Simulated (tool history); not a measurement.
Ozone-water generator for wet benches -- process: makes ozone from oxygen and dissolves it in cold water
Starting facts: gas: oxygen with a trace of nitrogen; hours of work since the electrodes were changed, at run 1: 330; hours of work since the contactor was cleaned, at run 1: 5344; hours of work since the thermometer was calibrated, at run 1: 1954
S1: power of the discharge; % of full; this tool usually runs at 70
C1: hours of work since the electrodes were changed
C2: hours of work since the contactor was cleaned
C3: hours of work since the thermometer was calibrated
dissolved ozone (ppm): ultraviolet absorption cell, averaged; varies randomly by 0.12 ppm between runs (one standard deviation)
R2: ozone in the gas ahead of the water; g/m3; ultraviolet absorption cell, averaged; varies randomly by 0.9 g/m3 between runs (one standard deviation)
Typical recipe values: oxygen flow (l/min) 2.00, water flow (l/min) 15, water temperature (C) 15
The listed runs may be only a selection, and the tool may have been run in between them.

run 1 hour=0.0 | S1=70 oxygen_flow_(l/min)=2.00 water_flow_(l/min)=15 water_temperature_(C)=15 | C1=330 C2=5344 C3=1954 | dissolved_ozone_(ppm)=11.6 R2=149.0
run 2 hour=24.6 | S1=70 oxygen_flow_(l/min)=1.95 water_flow_(l/min)=15 water_temperature_(C)=15 | C1=352 C2=5365 C3=1976 | dissolved_ozone_(ppm)=11.7 R2=153.1
run 3 hour=51.1 | S1=70 oxygen_flow_(l/min)=1.95 water_flow_(l/min)=15 water_temperature_(C)=15 | C1=375 C2=5388 C3=1999 | dissolved_ozone_(ppm)=11.6 R2=153.0
run 4 hour=72.3 | S1=70 oxygen_flow_(l/min)=2.00 water_flow_(l/min)=15 water_temperature_(C)=15 | C1=393 C2=5407 C3=2017 | dissolved_ozone_(ppm)=11.5 R2=147.9
run 5 hour=90.5 | S1=70 oxygen_flow_(l/min)=2.00 water_flow_(l/min)=11 water_temperature_(C)=15 | C1=409 C2=5423 C3=2033 | dissolved_ozone_(ppm)=15.4 R2=149.6
run 6 hour=120.7 | S1=70 oxygen_flow_(l/min)=2.00 water_flow_(l/min)=11 water_temperature_(C)=15 | C1=436 C2=5449 C3=2060 | dissolved_ozone_(ppm)=15.9 R2=150.6
run 7 hour=146.5 | S1=70 oxygen_flow_(l/min)=2.00 water_flow_(l/min)=15 water_temperature_(C)=13 | C1=458 C2=5472 C3=2082 | dissolved_ozone_(ppm)=11.9 R2=149.9
run 8 hour=174.3 | S1=70 oxygen_flow_(l/min)=2.00 water_flow_(l/min)=15 water_temperature_(C)=13 | C1=482 C2=5496 C3=2107 | dissolved_ozone_(ppm)=11.8 R2=149.9
run 9 hour=200.9 | S1=70 oxygen_flow_(l/min)=2.00 water_flow_(l/min)=15 water_temperature_(C)=13 | C1=506 C2=5519 C3=2130 | dissolved_ozone_(ppm)=12.0 R2=150.9
run 10 hour=226.0 | S1=70 oxygen_flow_(l/min)=2.00 water_flow_(l/min)=15 water_temperature_(C)=13 | C1=528 C2=5541 C3=2152 | dissolved_ozone_(ppm)=11.7 R2=147.1
run 11 hour=253.8 | S1=70 oxygen_flow_(l/min)=1.08 water_flow_(l/min)=15 water_temperature_(C)=15 | C1=552 C2=5565 C3=2176 | dissolved_ozone_(ppm)=8.9 R2=189.5
run 12 hour=280.5 | S1=70 oxygen_flow_(l/min)=1.08 water_flow_(l/min)=15 water_temperature_(C)=15 | C1=575 C2=5589 C3=2199 | dissolved_ozone_(ppm)=9.2 R2=189.2
run 13 hour=298.0 | S1=70 oxygen_flow_(l/min)=1.08 water_flow_(l/min)=15 water_temperature_(C)=15 | C1=591 C2=5604 C3=2215 | dissolved_ozone_(ppm)=8.8 R2=188.7
run 14 hour=321.8 | S1=70 oxygen_flow_(l/min)=2.00 water_flow_(l/min)=15 water_temperature_(C)=14 | C1=611 C2=5625 C3=2235 | dissolved_ozone_(ppm)=11.8 R2=147.9
run 15 hour=350.3 | S1=67 oxygen_flow_(l/min)=1.46 water_flow_(l/min)=15 water_temperature_(C)=12 | C1=636 C2=5650 C3=2260 | dissolved_ozone_(ppm)=10.1 R2=163.6
run 16 hour=379.9 | S1=70 oxygen_flow_(l/min)=1.22 water_flow_(l/min)=23 water_temperature_(C)=15 | C1=662 C2=5676 C3=2286 | dissolved_ozone_(ppm)=5.5 R2=178.6
run 17 hour=401.2 | S1=70 oxygen_flow_(l/min)=1.22 water_flow_(l/min)=13 water_temperature_(C)=22 | C1=681 C2=5694 C3=2305 | dissolved_ozone_(ppm)=10.6 R2=179.9
run 18 hour=417.4 | S1=70 oxygen_flow_(l/min)=1.22 water_flow_(l/min)=13 water_temperature_(C)=22 | C1=695 C2=5708 C3=2319 | dissolved_ozone_(ppm)=10.5 R2=177.1
run 19 hour=435.5 | S1=70 oxygen_flow_(l/min)=2.07 water_flow_(l/min)=10 water_temperature_(C)=15 | C1=711 C2=5724 C3=2335 | dissolved_ozone_(ppm)=17.2 R2=146.5
run 20 hour=450.3 | S1=70 oxygen_flow_(l/min)=2.07 water_flow_(l/min)=10 water_temperature_(C)=15 | C1=724 C2=5737 C3=2348 | dissolved_ozone_(ppm)=16.8 R2=149.3
run 21 hour=475.4 | S1=52 oxygen_flow_(l/min)=2.00 water_flow_(l/min)=15 water_temperature_(C)=15 | C1=746 C2=5759 C3=2370 | dissolved_ozone_(ppm)=9.7 R2=122.1
run 22 hour=503.1 | S1=52 oxygen_flow_(l/min)=2.00 water_flow_(l/min)=15 water_temperature_(C)=15 | C1=770 C2=5783 C3=2394 | dissolved_ozone_(ppm)=9.5 R2=123.5
run 23 hour=515.8 | S1=74 oxygen_flow_(l/min)=2.00 water_flow_(l/min)=15 water_temperature_(C)=15 | C1=781 C2=5794 C3=2405 | dissolved_ozone_(ppm)=11.8 R2=153.4
run 24 hour=531.6 | S1=70 oxygen_flow_(l/min)=1.75 water_flow_(l/min)=14 water_temperature_(C)=13 | C1=795 C2=5808 C3=2419 | dissolved_ozone_(ppm)=12.1 R2=158.3
run 25 hour=553.8 | S1=70 oxygen_flow_(l/min)=1.70 water_flow_(l/min)=14 water_temperature_(C)=23 | C1=814 C2=5828 C3=2438 | dissolved_ozone_(ppm)=11.1 R2=157.6
run 26 hour=581.8 | S1=92 oxygen_flow_(l/min)=2.98 water_flow_(l/min)=16 water_temperature_(C)=7 | C1=839 C2=5852 C3=2463 | dissolved_ozone_(ppm)=15.8 R2=153.3
run 27 hour=600.3 | S1=92 oxygen_flow_(l/min)=2.98 water_flow_(l/min)=16 water_temperature_(C)=7 | C1=855 C2=5868 C3=2479 | dissolved_ozone_(ppm)=15.7 R2=153.4

Measured minus without-hidden-state, run by run (identical run-to-run variation in each term; gauge scatter may differ):
The tool's hidden condition here consists of: yield of the discharge, % of new electrodes'; contactor's efficiency, % of a clean one's; true water temperature over the reading, C; drift of the gauge itself on ozone_ppm, %; drift of the gauge itself on gas_g_m3, %.
run=1 dissolved_ozone_(ppm)=-0.6 R2=+0.0
run=2 dissolved_ozone_(ppm)=-0.6 R2=-0.1
run=3 dissolved_ozone_(ppm)=-0.6 R2=-0.1
run=4 dissolved_ozone_(ppm)=-0.6 R2=-0.2
run=5 dissolved_ozone_(ppm)=-0.7 R2=-0.2
run=6 dissolved_ozone_(ppm)=-0.7 R2=-0.3
run=7 dissolved_ozone_(ppm)=-0.7 R2=-0.4
run=8 dissolved_ozone_(ppm)=-0.6 R2=-0.4
run=9 dissolved_ozone_(ppm)=-0.6 R2=-0.5
run=10 dissolved_ozone_(ppm)=-0.7 R2=-0.5
run=11 dissolved_ozone_(ppm)=-0.6 R2=-0.7
run=12 dissolved_ozone_(ppm)=-0.6 R2=-0.8
run=13 dissolved_ozone_(ppm)=-0.6 R2=-0.8
run=14 dissolved_ozone_(ppm)=-0.8 R2=-0.8
run=15 dissolved_ozone_(ppm)=-0.6 R2=-0.8
run=16 dissolved_ozone_(ppm)=-0.5 R2=-1.0
run=17 dissolved_ozone_(ppm)=-0.6 R2=-1.1
run=18 dissolved_ozone_(ppm)=-0.6 R2=-1.1
run=19 dissolved_ozone_(ppm)=-0.8 R2=-0.9
run=20 dissolved_ozone_(ppm)=-0.8 R2=-0.9
run=21 dissolved_ozone_(ppm)=-0.6 R2=-0.7
run=22 dissolved_ozone_(ppm)=-0.6 R2=-0.7
run=23 dissolved_ozone_(ppm)=-0.8 R2=-1.3
run=24 dissolved_ozone_(ppm)=-0.7 R2=-1.2
run=25 dissolved_ozone_(ppm)=-0.7 R2=-1.3
run=26 dissolved_ozone_(ppm)=-1.1 R2=-1.5
run=27 dissolved_ozone_(ppm)=-1.2 R2=-1.6
